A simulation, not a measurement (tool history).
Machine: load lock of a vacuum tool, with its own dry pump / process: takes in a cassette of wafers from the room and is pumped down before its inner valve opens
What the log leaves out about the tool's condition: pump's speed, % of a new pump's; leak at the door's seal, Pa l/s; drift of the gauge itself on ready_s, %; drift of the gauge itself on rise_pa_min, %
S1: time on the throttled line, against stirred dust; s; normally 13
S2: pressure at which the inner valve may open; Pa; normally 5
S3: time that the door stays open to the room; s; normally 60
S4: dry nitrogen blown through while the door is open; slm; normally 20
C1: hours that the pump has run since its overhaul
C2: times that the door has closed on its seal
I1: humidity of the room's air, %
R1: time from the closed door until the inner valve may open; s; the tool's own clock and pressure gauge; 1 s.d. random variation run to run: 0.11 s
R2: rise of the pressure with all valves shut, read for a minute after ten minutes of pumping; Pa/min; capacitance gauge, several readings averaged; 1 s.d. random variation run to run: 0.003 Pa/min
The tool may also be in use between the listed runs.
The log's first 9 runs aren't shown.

run,hour,S1,S2,S3,S4,C1,C2,I1,R1,R2
10,679.9,13,5,60,20,15575,2479,43.5,26.7,0.052
11,732.7,13,5,60,20,15628,2568,47.9,26.5,0.052
12,791.9,13,5,60,20,15687,2667,44.0,27.0,0.049
13,872.5,13,5,60,20,15768,2802,43.7,26.7,0.058
14,965.8,13,5,60,20,15861,2959,42.7,26.6,0.057
15,1057.4,13,9,60,20,15953,3112,43.3,25.7,0.051
16,1135.7,13,9,60,20,16031,3244,42.7,25.3,0.058
17,1200.0,13,5,60,20,16096,3351,45.5,26.8,0.060
18,1285.3,13,5,60,8,16181,3494,45.0,26.5,0.073
19,1367.7,13,5,68,20,16263,3633,43.1,26.7,0.056
20,1432.1,13,5,68,20,16328,3740,44.4,26.6,0.065
21,1517.8,13,6,51,17,16413,3884,44.6,26.5,0.058
22,1612.1,13,6,51,17,16508,4042,47.2,26.4,0.055
23,1705.2,13,5,48,20,16601,4198,40.2,26.7,0.047
24,1767.7,13,5,48,20,16663,4303,45.9,26.9,0.058

The next listed run, before its measurement:
25,1818.7,24,5,48,20,16714,4389,48.3,?,?

Run 25 gave R1 35.0 s, R2 0.059 Pa/min.
If the tool had no hidden condition, the same run with the same run-to-run variation would have returned R1 33.2 s, R2 0.044 Pa/min.
